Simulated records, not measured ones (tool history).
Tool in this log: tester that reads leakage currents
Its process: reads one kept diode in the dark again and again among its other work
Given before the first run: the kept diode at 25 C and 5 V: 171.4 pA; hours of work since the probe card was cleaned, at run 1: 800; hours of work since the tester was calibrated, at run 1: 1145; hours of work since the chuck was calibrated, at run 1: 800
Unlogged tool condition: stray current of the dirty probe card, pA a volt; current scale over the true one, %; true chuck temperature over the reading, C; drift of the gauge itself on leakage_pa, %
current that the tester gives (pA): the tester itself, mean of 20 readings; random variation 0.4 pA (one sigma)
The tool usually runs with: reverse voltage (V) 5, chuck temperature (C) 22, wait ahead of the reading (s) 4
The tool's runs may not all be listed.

run   hour  reverse voltage (V)  chuck temperature (C)  wait ahead of the reading (s)  hours of work since the probe card was cleaned  hours of work since the tester was calibrated  hours of work since the chuck was calibrated  current that the tester gives (pA)
  1      0                    5                     22                              4                                             800                                           1145                                           800                              124.59
  2   36.3                    5                     22                              4                                             822                                           1167                                           822                              124.23
  3   66.7                    5                     22                              4                                             841                                           1185                                           841                               123.9
  4   91.2                    5                     22                              4                                             855                                           1200                                           855                               123.7
  5  132.5                 13.6                     22                              4                                             880                                           1225                                           880                              194.26
  6  156.6                 13.6                     22                              4                                             895                                           1239                                           895                              193.71
  7  178.7                 13.6                     22                              4                                             908                                           1253                                           908                              193.75
  8  216.7                 13.6                     22                              4                                             931                                           1275                                           931                              193.95
  9  256.8                    5                     26                              4                                             955                                           1300                                           955                              170.71
 10  295.7                    5                     26                              4                                             979                                           1323                                           979                              170.53
 11  321.8                    5                     26                              4                                             995                                           1339                                           995                              169.95
 12  359.8                    5                     26                              4                                            1018                                           1362                                          1018                              170.19
 13    393                    5                     26                              4                                            1038                                           1382                                          1038                              169.99
 14  424.3                    5                     26                              4                                            1057                                           1401                                          1057                              169.14
 15  455.8                    5                     22                              4                                            1076                                           1420                                          1076                              121.33
 16  494.1                 7.82                     22                              4                                            1099                                           1443                                          1099                              148.72
 17    520                    5                     22                              4                                            1114                                           1459                                          1114                               121.4
 18  548.4                    5                     22                              4                                            1131                                           1476                                          1131                              122.19
 19  579.1                    5                     22                              4                                            1150                                           1494                                          1150                              121.13
 20  604.6                    5                     22                              4                                            1165                                           1510                                          1165                              121.16
 21  626.2                    5                     22                              4                                            1178                                           1523                                          1178                              121.54
 22  648.9                 7.28                     20                              4                                            1192                                           1536                                          1192                              120.52
 23  678.6                 3.56                     22                              4                                            1210                                           1554                                          1210                              103.73

What will run 24 give?
 24  707.9                 3.56                     22                              4                                            1228                                           1572                                          1228                                   ?

Run 24 came out at current that the tester gives (pA) 103.39.
Had the tool carried no hidden state, the very same run would have given current that the tester gives (pA) 115.04.
